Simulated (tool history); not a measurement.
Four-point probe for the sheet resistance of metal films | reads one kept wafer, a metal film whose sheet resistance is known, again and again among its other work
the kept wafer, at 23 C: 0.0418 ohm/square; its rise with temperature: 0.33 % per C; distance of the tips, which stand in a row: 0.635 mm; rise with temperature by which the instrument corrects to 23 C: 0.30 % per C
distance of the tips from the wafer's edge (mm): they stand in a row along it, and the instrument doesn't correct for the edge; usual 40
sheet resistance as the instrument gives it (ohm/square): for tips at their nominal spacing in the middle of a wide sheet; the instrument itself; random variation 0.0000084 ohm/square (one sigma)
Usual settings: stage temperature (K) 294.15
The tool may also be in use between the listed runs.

run,day,stage temperature (K),distance of the tips from the wafer's edge (mm),sheet resistance as the instrument gives it (ohm/square)
1,0.000,294.15,40,0.041948
2,0.671,294.15,40,0.041940
3,1.075,298.15,40,0.041983
4,1.729,298.15,40,0.041988
5,2.375,294.15,7,0.042134
6,2.838,294.15,7,0.042124
7,3.446,294.15,7,0.042147
8,3.783,294.15,15,0.041970
9,4.233,294.15,40,0.041939
10,4.562,308.15,40,0.042112
11,4.854,308.15,40,0.042115
12,5.212,297.15,40,0.041960
13,5.733,297.15,40,0.041966
14,6.062,297.15,40,0.041970
# day 6.142: stage's thermometer calibrated
15,6.629,297.15,40,0.041984
16,7.188,295.15,12,0.042023
17,7.883,295.15,12,0.042003
18,8.475,307.15,9,0.042206
# day 8.967: stage's thermometer calibrated, once more
19,8.992,307.15,4,0.042593
20,9.671,300.15,25,0.041946
21,10.212,297.15,40,0.041920
22,10.896,300.15,56,0.041943
23,11.488,297.15,66,0.041901
24,12.112,297.15,66,0.041911
25,12.646,297.15,66,0.041905
26,13.096,300.15,42,0.041949

Forecast each of these 5 alternatives for the next run:
A,13.750,297.15,3,?
B,13.750,291.15,41,?
C,13.750,293.15,13,?
D,13.750,294.15,10,?
E,13.750,296.15,5,?

run,sheet resistance as the instrument gives it (ohm/square)
A,0.042898
B,0.041845
C,0.041906
D,0.041951
E,0.042256
Without the tool's hidden state the same runs would have given:
run,sheet resistance as the instrument gives it (ohm/square)
A,0.042802
B,0.041751
C,0.041813
D,0.041857
E,0.042162

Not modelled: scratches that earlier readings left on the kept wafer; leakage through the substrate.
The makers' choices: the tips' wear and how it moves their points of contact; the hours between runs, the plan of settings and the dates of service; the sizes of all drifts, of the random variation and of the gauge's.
